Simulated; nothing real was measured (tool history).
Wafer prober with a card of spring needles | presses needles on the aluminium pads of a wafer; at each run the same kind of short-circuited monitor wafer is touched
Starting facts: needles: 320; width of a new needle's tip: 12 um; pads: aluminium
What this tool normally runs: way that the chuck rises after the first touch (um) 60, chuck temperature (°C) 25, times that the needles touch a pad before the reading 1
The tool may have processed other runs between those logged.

run	hour	way that the chuck rises after the first touch (um)	chuck temperature (°C)	times that the needles touch a pad before the reading	resistance of one needle with its contact and lead (mohm)	way that a needle slides on the pad (um)
1	0	60	25	1	227	13.1
# hour 10.2: tips cleaned on abrasive film
2	29	60	25	2	230	13.04
# hour 32.9: tips cleaned on abrasive film
# hour 56: tips cleaned on abrasive film
3	64.8	60	25	2	227	13.02
# hour 81.6: tips cleaned on abrasive film
4	91.5	60	51	1	234	12.92
# hour 107.2: tips cleaned on abrasive film
5	123.7	60	51	1	232	13.06
# hour 129.5: tips cleaned on abrasive film
# hour 153.7: tips cleaned on abrasive film
6	161.9	60	25	1	226	13.02
# hour 178.1: tips cleaned on abrasive film
# hour 200.2: height of the first contact set anew
7	200.2	60	48	1	233	13.1
# hour 203.7: tips cleaned on abrasive film
# hour 227.7: tips cleaned on abrasive film
8	230.5	60	71	1	240	12.97
# hour 251.8: tips cleaned on abrasive film
9	253.1	60	71	1	239	13.11
# hour 275.5: tips cleaned on abrasive film
10	289.3	72	25	1	228	15.62
# hour 298.4: tips cleaned on abrasive film
11	318	72	25	1	226	15.66
# hour 320.6: tips cleaned on abrasive film
# hour 344: tips cleaned on abrasive film
12	344	72	25	1	226	15.59
13	364.7	72	25	1	225	15.69
# hour 367.7: tips cleaned on abrasive film
# hour 392: tips cleaned on abrasive film
14	405.4	72	25	1	226	15.75
# hour 416.9: tips cleaned on abrasive film
# hour 439.5: tips cleaned on abrasive film
15	442	60	25	1	226	13.11
16	458.7	60	25	1	233	13.05
# hour 464.3: tips cleaned on abrasive film
# hour 487.1: tips cleaned on abrasive film
17	487.8	44	57	2	238	9.62
# hour 509.4: tips cleaned on abrasive film
18	514.4	44	57	2	239	9.55
# hour 532.9: tips cleaned on abrasive film
19	534.6	44	57	2	242	9.57
# hour 555.8: tips cleaned on abrasive film
20	572.2	44	57	2	241	9.47
# hour 579: tips cleaned on abrasive film
21	592.4	73	79	2	244	15.96
# hour 603.3: tips cleaned on abrasive film
22	624.5	73	79	2	243	15.92
# hour 627.1: tips cleaned on abrasive film
23	645.7	60	26	1	226	12.98
# hour 649.6: tips cleaned on abrasive film
24	671.2	60	26	1	226	13.1
# hour 673.9: tips cleaned on abrasive film
# hour 696.7: tips cleaned on abrasive film
25	701.4	62	31	2	229	13.56
# hour 719.6: tips cleaned on abrasive film
26	719.6	62	31	2	232	13.54
# hour 744.4: tips cleaned on abrasive film
27	753.5	53	25	1	226	11.48
# hour 768.2: tips cleaned on abrasive film
28	784.6	66	29	2	227	14.4
# hour 792.4: tips cleaned on abrasive film
29	808.5	49	26	3	226	10.58
# hour 814.8: tips cleaned on abrasive film
30	836.2	79	72	3	237	17.27
# hour 840: tips cleaned on abrasive film
# hour 862.8: tips cleaned on abrasive film
31	875.7	79	72	3	234	17.08
# hour 885.8: tips cleaned on abrasive film
32	902.7	79	72	3	239	17.12

Consider 3 possible next runs. They are alternatives, not a sequence: every one starts from the tool as it was left by run 32. What does each give?
# hour 910.2: tips cleaned on abrasive film
# hour 912.8: height of the first contact set anew
A	922.8	74	60	1	?	?
# hour 910.2: tips cleaned on abrasive film
# hour 912.8: height of the first contact set anew
B	922.8	50	72	3	?	?
# hour 910.2: tips cleaned on abrasive film
# hour 912.8: height of the first contact set anew
C	922.8	60	46	1	?	?

run	resistance of one needle with its contact and lead (mohm)	way that a needle slides on the pad (um)
A	235	15.86
B	240	10.86
C	236	12.9
What these runs would have given with no unlogged condition in the tool:
run	resistance of one needle with its contact and lead (mohm)	way that a needle slides on the pad (um)
A	234	15.86
B	240	10.86
C	236	12.9

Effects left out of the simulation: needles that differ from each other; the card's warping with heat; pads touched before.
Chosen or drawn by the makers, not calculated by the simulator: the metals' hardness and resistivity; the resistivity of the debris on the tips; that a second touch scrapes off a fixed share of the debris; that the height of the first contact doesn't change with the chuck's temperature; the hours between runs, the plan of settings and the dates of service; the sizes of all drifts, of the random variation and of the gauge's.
